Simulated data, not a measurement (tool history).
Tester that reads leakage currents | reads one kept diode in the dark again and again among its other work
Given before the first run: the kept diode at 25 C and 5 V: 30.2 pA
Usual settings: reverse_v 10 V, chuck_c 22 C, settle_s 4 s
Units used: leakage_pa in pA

run,hour,reverse_v,chuck_c,settle_s,leakage_pa
1,0,10,22,4,32.09
2,48.5,10,22,4,32.19
3,91,10,58,4,382.35
4,139.8,10,58,4,386.47
5,185.7,10,58,4,383.14
6,205.7,10,22,1.09,33.65
7,253.5,10,22,1.09,34.03
8,291.3,10,22,1.09,33.99
# hour 323.6: chuck's temperature calibrated
9,336.2,10,22,7.59,34.08
10,384,10,22,4,34.25
11,417.8,10,22,4,34.48
12,453.9,1.2,32,4.06,27.22

The next listed run, before its measurement:
13,475.4,1.2,32,4.06,?

{"run 13": {"leakage_pa": 27.38}}
Had the tool carried no hidden state, the very same run would have given leakage_pa 27.56 pA.
